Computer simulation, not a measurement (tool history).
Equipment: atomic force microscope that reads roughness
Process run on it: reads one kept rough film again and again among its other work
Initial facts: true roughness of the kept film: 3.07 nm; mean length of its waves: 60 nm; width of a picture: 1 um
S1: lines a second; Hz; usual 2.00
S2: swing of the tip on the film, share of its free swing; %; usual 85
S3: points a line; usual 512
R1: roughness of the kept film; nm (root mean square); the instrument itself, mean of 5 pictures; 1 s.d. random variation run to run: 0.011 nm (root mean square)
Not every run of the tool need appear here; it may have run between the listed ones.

run	day	S1	S2	S3	R1
1	0.000	2.00	85	512	2.439
2	0.238	2.00	85	512	2.433
# day 0.542: new tip fitted
3	0.604	2.00	72	512	2.796
4	1.021	2.00	72	512	2.784
5	1.508	2.00	72	512	2.761
6	1.783	2.00	72	512	2.764
7	2.296	2.00	85	512	2.591
8	2.838	2.00	85	292	2.588
9	3.258	2.00	85	292	2.561
10	3.512	2.00	85	276	2.563
11	4.067	2.00	85	276	2.529
12	4.554	2.00	85	276	2.541
13	4.838	1.27	85	512	2.601
14	5.254	1.27	85	512	2.617
15	5.600	2.00	85	512	2.484
16	5.846	2.00	85	512	2.482
17	6.179	2.00	85	512	2.475
18	6.704	2.00	85	512	2.439
19	7.054	2.00	85	512	2.451
20	7.396	2.00	85	678	2.433
21	7.846	2.00	85	678	2.409
# day 7.992: new tip fitted
22	8.125	2.00	85	346	2.667
23	8.571	2.00	85	346	2.642
24	8.879	2.00	85	346	2.627
25	9.179	2.00	66	981	2.821
# day 9.254: height scale calibrated on a step standard
26	9.567	2.00	66	981	2.782
27	10.004	0.52	69	583	2.846
28	10.288	0.52	69	583	2.824
# day 10.408: height scale calibrated on a step standard, once more
29	10.633	2.48	81	948	2.549
30	11.096	0.58	58	335	2.772
31	11.562	0.76	64	519	2.784
32	11.888	0.76	64	718	2.777
33	12.346	3.07	84	877	2.390
34	12.854	3.07	84	877	2.370
35	13.225	3.05	68	312	2.562
36	13.708	2.30	80	575	2.484
37	14.088	3.21	72	575	2.481
38	14.538	3.21	72	575	2.483
39	14.862	3.21	72	575	2.452
40	15.392	1.55	60	507	2.634
# day 15.504: new tip fitted
41	15.688	1.48	60	502	2.888
42	16.221	3.20	72	700	2.682
43	16.683	2.00	64	356	2.799
44	17.142	2.00	64	356	2.756
45	17.492	2.00	64	356	2.782
46	17.762	3.19	79	902	2.507
47	18.317	1.76	89	512	2.533
48	18.771	1.76	89	512	2.515

Selected run-to-run steps in R1, each split into two signed amounts: the part the tool would show with no hidden state at all (from settings, incoming material and random variation), and the remainder, which goes to the hidden state together with any gauge scatter not common to the measured and the hidden-state-free results:
Unlogged tool condition in this case: radius of the tip, nm; height scale over the true one, %; drift of the gauge itself on roughness_nm, %.
Run 2 -> 3: S2 85 -> 72, new tip fitted. R1 +0.363 nm (root mean square): hidden state +0.233, all else +0.130.
Run 21 -> 22: S3 678 -> 346, new tip fitted. R1 +0.258 nm (root mean square): hidden state +0.234, all else +0.024.
Run 28 -> 29: S1 0.52 -> 2.48, S2 69 -> 81, S3 583 -> 948, height scale calibrated on a step standard, once more. R1 -0.275 nm (root mean square): hidden state -0.017, all else -0.258.
Run 32 -> 33: S1 0.76 -> 3.07, S2 64 -> 84, S3 718 -> 877. R1 -0.387 nm (root mean square): hidden state +0.006, all else -0.393.
Run 40 -> 41: S1 1.55 -> 1.48, S3 507 -> 502, new tip fitted. R1 +0.254 nm (root mean square): hidden state +0.263, all else -0.009.

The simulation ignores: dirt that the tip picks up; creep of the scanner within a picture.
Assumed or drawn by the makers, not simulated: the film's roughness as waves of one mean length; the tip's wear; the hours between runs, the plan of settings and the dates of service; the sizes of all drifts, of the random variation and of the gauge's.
